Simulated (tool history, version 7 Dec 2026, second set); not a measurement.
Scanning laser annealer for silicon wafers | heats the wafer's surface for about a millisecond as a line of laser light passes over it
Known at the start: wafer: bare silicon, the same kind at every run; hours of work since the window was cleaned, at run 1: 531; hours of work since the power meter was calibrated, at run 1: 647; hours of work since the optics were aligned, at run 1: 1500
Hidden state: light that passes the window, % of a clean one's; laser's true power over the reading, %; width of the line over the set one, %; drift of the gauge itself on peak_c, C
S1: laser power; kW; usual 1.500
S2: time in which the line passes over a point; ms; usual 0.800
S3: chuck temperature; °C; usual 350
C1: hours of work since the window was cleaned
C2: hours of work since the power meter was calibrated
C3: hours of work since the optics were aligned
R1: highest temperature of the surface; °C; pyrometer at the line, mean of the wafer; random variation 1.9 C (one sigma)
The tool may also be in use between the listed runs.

Run 1, hour 0.0: usual settings; C1 531; C2 647; C3 1500. Result: R1 1136 °C.
Run 2, hour 25.9: usual settings; C1 549; C2 665; C3 1519. Result: R1 1134 °C.
Run 3, hour 43.0: usual settings; C1 561; C2 678; C3 1531. Result: R1 1136 °C.
Run 4, hour 76.7: usual settings; C1 586; C2 702; C3 1555. Result: R1 1133 °C.
Run 5, hour 111.7: usual settings; C1 611; C2 727; C3 1581. Result: R1 1134 °C.
Run 6, hour 147.9: usual settings; C1 637; C2 753; C3 1607. Result: R1 1133 °C.
Run 7, hour 181.3: usual settings; C1 661; C2 777; C3 1630. Result: R1 1130 °C.
Run 8, hour 218.2: usual settings; C1 687; C2 803; C3 1657. Result: R1 1126 °C.
Run 9, hour 253.6: usual settings; C1 713; C2 829; C3 1682. Result: R1 1124 °C.
Run 10, hour 273.0: usual settings but S2 0.825 ms; C1 726; C2 843; C3 1696. Result: R1 1138 °C.
Run 11, hour 294.5: usual settings but S2 0.825 ms; C1 742; C2 858; C3 1712. Result: R1 1134 °C.
At hour 300.5: window over the wafer cleaned.
Run 12, hour 323.1: usual settings but S2 0.825 ms; C1 16; C2 877; C3 1731. Result: R1 1167 °C.
Run 13, hour 339.3: usual settings but S2 0.825 ms; C1 28; C2 889; C3 1742. Result: R1 1165 °C.
Run 14, hour 370.7: usual settings but S2 0.781 ms; C1 50; C2 911; C3 1765. Result: R1 1145 °C.
Run 15, hour 393.9: usual settings but S2 0.781 ms; C1 67; C2 928; C3 1782. Result: R1 1141 °C.
Run 16, hour 432.4: usual settings but S2 0.781 ms; C1 95; C2 956; C3 1809. Result: R1 1140 °C.
Run 17, hour 470.0: usual settings but S2 0.781 ms; C1 122; C2 983; C3 1836. Result: R1 1141 °C.
At hour 499.3: optics aligned, line set to its width.
Run 18, hour 505.6: usual settings but S2 0.787 ms; C1 144; C2 1005; C3 5. Result: R1 1158 °C.
Run 19, hour 533.1: usual settings but S2 0.787 ms; C1 163; C2 1024; C3 24. Result: R1 1159 °C.
Run 20, hour 548.8: usual settings but S2 0.787 ms; C1 174; C2 1036; C3 35. Result: R1 1156 °C.
Run 21, hour 575.0: usual settings but S2 0.787 ms; C1 193; C2 1054; C3 54. Result: R1 1153 °C.
Run 22, hour 609.2: usual settings but S2 0.787 ms; C1 218; C2 1079; C3 79. Result: R1 1155 °C.
Run 23, hour 634.3: usual settings but S1 1.627 kW, S2 0.761 ms, S3 375 °C; C1 236; C2 1097; C3 97. Result: R1 1249 °C.
Run 24, hour 659.1: usual settings but S1 1.627 kW, S2 0.761 ms, S3 375 °C; C1 254; C2 1115; C3 115. Result: R1 1247 °C.
Run 25, hour 696.2: usual settings but S1 1.531 kW, S2 0.762 ms, S3 344 °C; C1 280; C2 1141; C3 141. Result: R1 1153 °C.
Run 26, hour 714.5: usual settings but S1 1.531 kW, S2 0.762 ms, S3 344 °C; C1 293; C2 1154; C3 154. Result: R1 1151 °C.
Run 27, hour 744.6: usual settings but S1 1.531 kW, S2 0.762 ms, S3 382 °C; C1 315; C2 1176; C3 176. Result: R1 1190 °C.
Run 28, hour 769.0: usual settings but S2 0.656 ms, S3 343 °C; C1 332; C2 1194; C3 193. Result: R1 1073 °C.
Run 29, hour 803.0: usual settings but S1 1.555 kW; C1 357; C2 1218; C3 218. Result: R1 1188 °C.
Run 30, hour 827.9: usual settings but S1 1.555 kW; C1 375; C2 1236; C3 236. Result: R1 1188 °C.
Run 31, hour 849.4: usual settings but S1 1.480 kW, S3 318 °C; C1 390; C2 1251; C3 251. Result: R1 1108 °C.
Run 32, hour 872.9: usual settings but S1 1.480 kW, S3 318 °C; C1 407; C2 1268; C3 268. Result: R1 1106 °C.
Run 33, hour 891.4: usual settings but S1 1.488 kW, S2 0.754 ms, S3 313 °C; C1 420; C2 1281; C3 281. Result: R1 1079 °C.
Run 34, hour 918.4: usual settings but S2 0.886 ms, S3 366 °C; C1 440; C2 1301; C3 301. Result: R1 1204 °C.
Run 35, hour 952.0: usual settings but S2 0.596 ms, S3 338 °C; C1 464; C2 1325; C3 325. Result: R1 1031 °C.
Run 36, hour 989.6: usual settings but S2 0.596 ms, S3 338 °C; C1 491; C2 1352; C3 352. Result: R1 1032 °C.
Run 37, hour 1023.1: usual settings but S1 1.461 kW, S2 0.847 ms, S3 376 °C; C1 515; C2 1376; C3 376. Result: R1 1169 °C.

Some steps in R1 between neighbouring runs. How much of each would the tool show without its hidden state too (settings, what came in, random variation), and how much is left for the hidden state, with any gauge scatter that isn't in both results?
Run 11 -> 12: window over the wafer cleaned. R1 +33 °C: hidden state +31, all else +2.
Run 17 -> 18: S2 0.781 -> 0.787, optics aligned, line set to its width. R1 +17 °C: hidden state +14, all else +3.
Run 33 -> 34: S1 1.488 -> 1.500, S2 0.754 -> 0.886, S3 313 -> 366. R1 +125 °C: hidden state -3, all else +128.
Run 34 -> 35: S2 0.886 -> 0.596, S3 366 -> 338. R1 -173 °C: hidden state +4, all else -177.
Run 36 -> 37: S1 1.500 -> 1.461, S2 0.596 -> 0.847, S3 338 -> 376. R1 +137 °C: hidden state -5, all else +142.
